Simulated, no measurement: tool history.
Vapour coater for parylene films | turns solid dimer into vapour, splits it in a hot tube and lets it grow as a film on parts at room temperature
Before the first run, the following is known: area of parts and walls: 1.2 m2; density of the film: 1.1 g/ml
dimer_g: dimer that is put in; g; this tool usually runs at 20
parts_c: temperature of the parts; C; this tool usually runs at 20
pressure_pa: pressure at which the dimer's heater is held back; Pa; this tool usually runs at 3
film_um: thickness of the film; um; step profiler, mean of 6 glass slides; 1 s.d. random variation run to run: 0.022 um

Run 1, hour 0: usual settings. Result: film_um 8.24 um.
Run 2, hour 19.9: usual settings. Result: film_um 8.23 um.
Run 3, hour 44: usual settings. Result: film_um 8.25 um.
Run 4, hour 65.8: usual settings. Result: film_um 8.19 um.
Run 5, hour 87.7: usual settings. Result: film_um 8.16 um.
Run 6, hour 113.4: usual settings but dimer_g 19 g. Result: film_um 7.8 um.
At hour 141.2: table's thermometer calibrated.
Run 7, hour 146.2: usual settings but pressure_pa 4.07 Pa. Result: film_um 7.73 um.
Run 8, hour 178: usual settings but pressure_pa 4.07 Pa. Result: film_um 7.7 um.
Run 9, hour 191.7: usual settings. Result: film_um 8.03 um.
Run 10, hour 205.2: usual settings but pressure_pa 4.87 Pa. Result: film_um 7.57 um.
Run 11, hour 233.8: usual settings. Result: film_um 8.04 um.
Run 12, hour 265.2: usual settings. Result: film_um 7.99 um.
Run 13, hour 287.2: usual settings but parts_c 19 C. Result: film_um 8.16 um.
Run 14, hour 306.8: usual settings but parts_c 19 C. Result: film_um 8.1 um.
At hour 320.3: trap's valve overhauled.
Run 15, hour 324.8: usual settings but parts_c 19 C. Result: film_um 8.56 um.
Run 16, hour 338.6: usual settings but parts_c 19 C. Result: film_um 8.55 um.
Run 17, hour 359.7: usual settings but parts_c 19 C. Result: film_um 8.56 um.
Run 18, hour 374.7: usual settings but parts_c 19 C, pressure_pa 4.19 Pa. Result: film_um 8.18 um.
Run 19, hour 405.3: usual settings. Result: film_um 8.36 um.
Run 20, hour 428.3: usual settings but pressure_pa 2.38 Pa. Result: film_um 8.59 um.
Run 21, hour 453.3: usual settings but pressure_pa 2.38 Pa. Result: film_um 8.6 um.

What will run 22 give?
Run 22, hour 471.6: usual settings but pressure_pa 2.38 Pa. Result: film_um ?.

{"run 22": {"film_um": 8.58}}
The same run, on a tool lacking any hidden state, would have yielded film_um 8.63 um.
